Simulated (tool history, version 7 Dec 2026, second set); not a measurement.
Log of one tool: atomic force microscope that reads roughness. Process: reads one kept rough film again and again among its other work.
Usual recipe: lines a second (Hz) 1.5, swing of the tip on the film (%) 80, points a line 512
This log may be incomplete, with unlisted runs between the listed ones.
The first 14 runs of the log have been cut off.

run     day  lines a second (Hz)  swing of the tip on the film (%)  points a line  roughness of the kept film (nm (root mean square))
 15   4.225                  1.5                                80            512                                               1.332
 16   4.588                  1.5                                80            512                                               1.316
 17   4.892                  1.5                                80            512                                               1.319
 18   5.133                 1.48                                80            512                                               1.324
 19   5.471                  1.5                                80            512                                               1.326
 20   5.783                  1.5                                80            512                                               1.321
 21   5.954                  1.5                                80            597                                               1.311
 22   6.167                 3.21                                55            344                                               1.359
      6.508  -- new tip fitted
 23   6.538                 0.51                                83            484                                               1.373
 24   6.871                 2.75                                68            679                                                1.32
 25   7.054                 1.67                                79            512                                                1.32
 26   7.404                 2.12                                61            335                                               1.361
 27   7.642                 0.56                                80            512                                               1.383
 28   8.012                  1.5                                83            259                                                1.31
 29     8.3                  1.5                                83            259                                               1.298
 30     8.6                 1.96                                73            542                                               1.328
 31   8.925                 3.63                                75            838                                               1.246
 32   9.096                 3.63                                75            838                                               1.245
 33   9.388                 3.63                                75            838                                               1.244
 34   9.562                 3.63                                79            722                                               1.214
 35   9.888                 0.87                                85            973                                               1.353
     10.238  -- new tip fitted
 36  10.288                 0.87                                85            973                                               1.355

What does the tool deliver on the next run?
 37  10.579                 1.44                                85            512                                                   ?

Logged for run 37: roughness of the kept film (nm (root mean square)) 1.304.
With no hidden state in the tool, this same run would have given roughness of the kept film (nm (root mean square)) 1.304.

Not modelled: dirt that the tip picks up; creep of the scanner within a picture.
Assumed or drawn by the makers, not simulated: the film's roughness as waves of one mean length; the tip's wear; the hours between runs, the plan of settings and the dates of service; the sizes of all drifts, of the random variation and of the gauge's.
